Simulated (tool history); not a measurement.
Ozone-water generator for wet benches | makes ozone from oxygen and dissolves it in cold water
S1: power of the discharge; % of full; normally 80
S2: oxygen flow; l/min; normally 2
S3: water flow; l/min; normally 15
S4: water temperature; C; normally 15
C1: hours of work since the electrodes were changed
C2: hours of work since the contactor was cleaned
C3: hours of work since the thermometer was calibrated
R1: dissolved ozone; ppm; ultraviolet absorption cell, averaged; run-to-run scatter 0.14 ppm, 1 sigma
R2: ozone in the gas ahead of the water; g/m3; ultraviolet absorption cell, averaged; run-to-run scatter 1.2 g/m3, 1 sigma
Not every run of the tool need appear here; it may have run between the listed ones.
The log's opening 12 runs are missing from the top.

Run 13, day 25.496: usual settings; C1 1234; C2 3128; C3 2540. Result: R1 14.8 ppm, R2 207.8 g/m3.
Run 14, day 27.479: usual settings; C1 1268; C2 3162; C3 2574. Result: R1 14.6 ppm, R2 207 g/m3.
Run 15, day 28.812: usual settings but S3 24 l/min; C1 1291; C2 3185; C3 2597. Result: R1 9 ppm, R2 207.6 g/m3.
Run 16, day 31.438: usual settings but S3 24 l/min; C1 1336; C2 3230; C3 2642. Result: R1 8.9 ppm, R2 207.1 g/m3.
Run 17, day 32.75: usual settings but S1 81 % of full, S3 23 l/min, S4 22 C; C1 1359; C2 3253; C3 2665. Result: R1 8.9 ppm, R2 208.5 g/m3.
Run 18, day 35.542: usual settings but S3 12 l/min; C1 1407; C2 3301; C3 2713. Result: R1 18 ppm, R2 206.7 g/m3.
Run 19, day 38.375: usual settings but S1 73 % of full, S2 2.48 l/min, S3 17 l/min; C1 1456; C2 3350; C3 2762. Result: R1 12.4 ppm, R2 172.1 g/m3.
Run 20, day 40: usual settings but S1 73 % of full, S2 2.48 l/min, S3 11 l/min; C1 1484; C2 3378; C3 2790. Result: R1 18.6 ppm, R2 174 g/m3.
Run 21, day 41.512: usual settings; C1 1510; C2 3404; C3 2816. Result: R1 14.9 ppm, R2 206.1 g/m3.
Run 22, day 43.858: usual settings but S4 23 C; C1 1551; C2 3444; C3 2856. Result: R1 13.6 ppm, R2 207.4 g/m3.
Run 23, day 46.133: usual settings but S1 69 % of full, S2 1.38 l/min, S3 23 l/min, S4 8 C; C1 1590; C2 3484; C3 2896. Result: R1 8.5 ppm, R2 242.2 g/m3.
Run 24, day 47.962: usual settings but S4 9 C; C1 1622; C2 3515; C3 2927. Result: R1 15.3 ppm, R2 204.9 g/m3.
Run 25, day 49.388: usual settings but S1 94 % of full, S4 12 C; C1 1646; C2 3540; C3 2952. Result: R1 16.2 ppm, R2 226.8 g/m3.
Run 26, day 51.579: usual settings but S1 59 % of full, S2 1.09 l/min, S3 21 l/min, S4 10 C; C1 1684; C2 3578; C3 2990. Result: R1 8.1 ppm, R2 260.4 g/m3.
Run 27, day 53.004: usual settings but S1 59 % of full, S2 1.09 l/min, S3 21 l/min, S4 10 C; C1 1709; C2 3602; C3 3014. Result: R1 8 ppm, R2 259 g/m3.
Run 28, day 54.238: usual settings but S3 13 l/min, S4 8 C; C1 1730; C2 3624; C3 3036. Result: R1 18.1 ppm, R2 207.4 g/m3.

Expected results for the next run?
Run 29, day 55.642: usual settings but S1 91 % of full, S2 2.85 l/min, S3 22 l/min, S4 20 C; C1 1754; C2 3648; C3 3060. Result: R1 ?, R2 ?.

{"run 29": {"R1": 10.4, "R2": 174}}
Take away the tool's hidden state, keep the run-to-run variation as it was, and the same run would have given R1 10.9 ppm, R2 178.8 g/m3.

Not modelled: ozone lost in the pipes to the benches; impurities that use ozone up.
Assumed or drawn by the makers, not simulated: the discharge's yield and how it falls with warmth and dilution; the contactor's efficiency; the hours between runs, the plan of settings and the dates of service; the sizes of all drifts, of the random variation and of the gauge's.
